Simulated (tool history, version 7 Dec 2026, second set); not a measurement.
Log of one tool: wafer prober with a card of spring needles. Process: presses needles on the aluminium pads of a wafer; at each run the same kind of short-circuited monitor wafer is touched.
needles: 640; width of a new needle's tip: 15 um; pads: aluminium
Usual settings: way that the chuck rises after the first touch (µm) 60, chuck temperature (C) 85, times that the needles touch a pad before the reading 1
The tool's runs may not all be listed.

run	hour	way that the chuck rises after the first touch (µm)	chuck temperature (C)	times that the needles touch a pad before the reading	resistance of one needle with its contact and lead (mohm)	way that a needle slides on the pad (µm)
1	0	60	85	1	199	8.64
2	5.2	60	85	1	200	8.63
# hour 13.4: tips cleaned on abrasive film
3	15.6	60	85	1	198	8.71
4	24.2	60	85	1	201	8.68
# hour 26.8: tips cleaned on abrasive film
5	35.1	63	85	1	195	9.11
# hour 40.5: tips cleaned on abrasive film
6	44.2	63	85	1	201	9.1
# hour 53.7: tips cleaned on abrasive film
7	55.7	63	85	1	197	9.1
8	63.1	60	85	3	195	8.7
# hour 67.4: tips cleaned on abrasive film
9	70.1	60	85	3	199	8.66
10	77.8	60	85	1	198	8.63
# hour 81.1: tips cleaned on abrasive film
11	90.3	60	36	1	189	8.68
# hour 94.2: tips cleaned on abrasive film
12	101.4	48	85	1	200	6.95
# hour 107.2: tips cleaned on abrasive film
13	108.3	60	85	3	199	8.66
14	117.3	77	119	2	200	11.11
# hour 120.3: tips cleaned on abrasive film
15	124.7	77	119	2	201	11.07
# hour 133.3: tips cleaned on abrasive film
16	137.5	73	39	1	184	10.55
17	145.9	73	39	1	186	10.57
# hour 147: tips cleaned on abrasive film
18	155.8	60	121	1	203	8.65
# hour 160.1: tips cleaned on abrasive film
19	161.7	60	121	1	204	8.68
20	172.8	64	72	2	193	9.25
# hour 173.8: tips cleaned on abrasive film
21	180.1	67	53	1	187	9.71
22	186.3	60	56	1	189	8.69
# hour 187.5: tips cleaned on abrasive film
23	196.4	60	56	1	195	8.67

3 ways to go on from here, each from the tool as it stands after run 23. What would each give?
# hour 200.7: tips cleaned on abrasive film
A	204.1	60	50	1	?	?
# hour 200.7: tips cleaned on abrasive film
B	204.1	77	71	1	?	?
# hour 200.7: tips cleaned on abrasive film
C	204.1	77	54	1	?	?

run	resistance of one needle with its contact and lead (mohm)	way that a needle slides on the pad (µm)
A	194	8.7
B	187	11.18
C	188	11.09
Without the tool's hidden state the same runs would have given:
run	resistance of one needle with its contact and lead (mohm)	way that a needle slides on the pad (µm)
A	194	8.7
B	187	11.18
C	188	11.09

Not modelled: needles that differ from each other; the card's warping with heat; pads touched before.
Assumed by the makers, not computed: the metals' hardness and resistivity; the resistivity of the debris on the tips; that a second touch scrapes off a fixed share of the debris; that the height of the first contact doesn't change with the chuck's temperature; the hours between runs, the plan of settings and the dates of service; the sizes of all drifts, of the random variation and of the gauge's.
